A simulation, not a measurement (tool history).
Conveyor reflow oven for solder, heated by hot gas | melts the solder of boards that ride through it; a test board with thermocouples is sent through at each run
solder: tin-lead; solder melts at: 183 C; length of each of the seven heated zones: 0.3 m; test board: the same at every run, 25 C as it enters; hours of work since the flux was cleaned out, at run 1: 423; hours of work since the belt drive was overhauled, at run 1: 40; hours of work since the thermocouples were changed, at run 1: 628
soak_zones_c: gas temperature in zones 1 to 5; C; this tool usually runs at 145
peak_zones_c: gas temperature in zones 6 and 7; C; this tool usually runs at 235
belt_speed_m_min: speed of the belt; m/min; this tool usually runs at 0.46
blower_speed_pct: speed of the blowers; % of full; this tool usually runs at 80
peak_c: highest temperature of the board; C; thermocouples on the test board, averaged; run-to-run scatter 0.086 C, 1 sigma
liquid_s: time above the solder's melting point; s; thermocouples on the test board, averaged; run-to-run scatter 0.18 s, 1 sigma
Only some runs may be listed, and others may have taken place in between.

| run | day | soak_zones_c | peak_zones_c | belt_speed_m_min | blower_speed_pct | hours of work since the flux was cleaned out | hours of work since the belt drive was overhauled | hours of work since the thermocouples were changed | peak_c | liquid_s |
|---|---|---|---|---|---|---|---|---|---|---|
| 1 | 0 | 145 | 235 | 0.46 | 80 | 423 | 40 | 628 | 222.26 | 65.4 |
| 2 | 0.371 | 145 | 235 | 0.46 | 80 | 427 | 44 | 632 | 222.21 | 65.2 |
| 3 | 1.204 | 145 | 235 | 0.46 | 80 | 436 | 53 | 641 | 222.24 | 65.2 |
| 4 | 2.042 | 145 | 235 | 0.46 | 80 | 446 | 63 | 650 | 222.05 | 65.2 |
| 5 | 2.746 | 133 | 235 | 0.46 | 80 | 454 | 70 | 658 | 220.57 | 59.7 |
| 6 | 3.425 | 133 | 235 | 0.46 | 80 | 461 | 78 | 666 | 220.41 | 59.7 |
|  | 4.033 | flux residue cleaned out of gas plates and filters |
| 7 | 4.354 | 145 | 241 | 0.46 | 80 | 4 | 86 | 674 | 227.63 | 68.5 |
| 8 | 5.092 | 145 | 241 | 0.46 | 62 | 12 | 94 | 682 | 223.64 | 65.6 |
| 9 | 5.483 | 145 | 241 | 0.46 | 62 | 16 | 99 | 687 | 223.61 | 65.6 |
| 10 | 6.238 | 145 | 235 | 0.46 | 80 | 25 | 107 | 695 | 222.32 | 65.5 |
| 11 | 6.733 | 134 | 235 | 0.485 | 80 | 30 | 113 | 701 | 219.16 | 56.2 |
| 12 | 7.088 | 131 | 247 | 0.538 | 80 | 34 | 117 | 705 | 225.26 | 52.9 |
| 13 | 7.625 | 140 | 235 | 0.546 | 80 | 40 | 123 | 711 | 216.34 | 48.6 |
| 14 | 8.412 | 140 | 235 | 0.466 | 68 | 49 | 132 | 720 | 218.56 | 59.6 |
| 15 | 9.125 | 145 | 237 | 0.46 | 89 | 57 | 140 | 728 | 225.61 | 67 |
| 16 | 9.733 | 145 | 237 | 0.46 | 89 | 64 | 146 | 734 | 225.62 | 67.2 |
|  | 10.088 | thermocouples of zones 6 and 7 changed |
| 17 | 10.612 | 145 | 246 | 0.46 | 80 | 73 | 155 | 6 | 232.11 | 70.8 |
| 18 | 11.404 | 145 | 237 | 0.46 | 69 | 82 | 164 | 15 | 221.76 | 64.6 |
| 19 | 11.817 | 132 | 237 | 0.51 | 78 | 86 | 169 | 19 | 218.45 | 51.6 |
| 20 | 12.558 | 132 | 237 | 0.51 | 78 | 95 | 177 | 28 | 218.29 | 51.5 |

3 ways to go on from here, each from the tool as it stands after run 20. What would each give?
| A | 13.342 | 132 | 246 | 0.527 | 78 | 103 | 186 | 36 | ? | ? |
| B | 13.342 | 155 | 230 | 0.46 | 80 | 103 | 186 | 36 | ? | ? |
| C | 13.342 | 145 | 248 | 0.513 | 62 | 103 | 186 | 36 | ? | ? |

| run | peak_c | liquid_s |
|---|---|---|
| A | 224.71 | 53.9 |
| B | 219.36 | 67.3 |
| C | 225.7 | 59.8 |
With the hidden condition removed and each run's random variation left untouched, the same runs would have given:
| run | peak_c | liquid_s |
|---|---|---|
| A | 224.72 | 53.9 |
| B | 219.36 | 67.3 |
| C | 225.71 | 59.8 |

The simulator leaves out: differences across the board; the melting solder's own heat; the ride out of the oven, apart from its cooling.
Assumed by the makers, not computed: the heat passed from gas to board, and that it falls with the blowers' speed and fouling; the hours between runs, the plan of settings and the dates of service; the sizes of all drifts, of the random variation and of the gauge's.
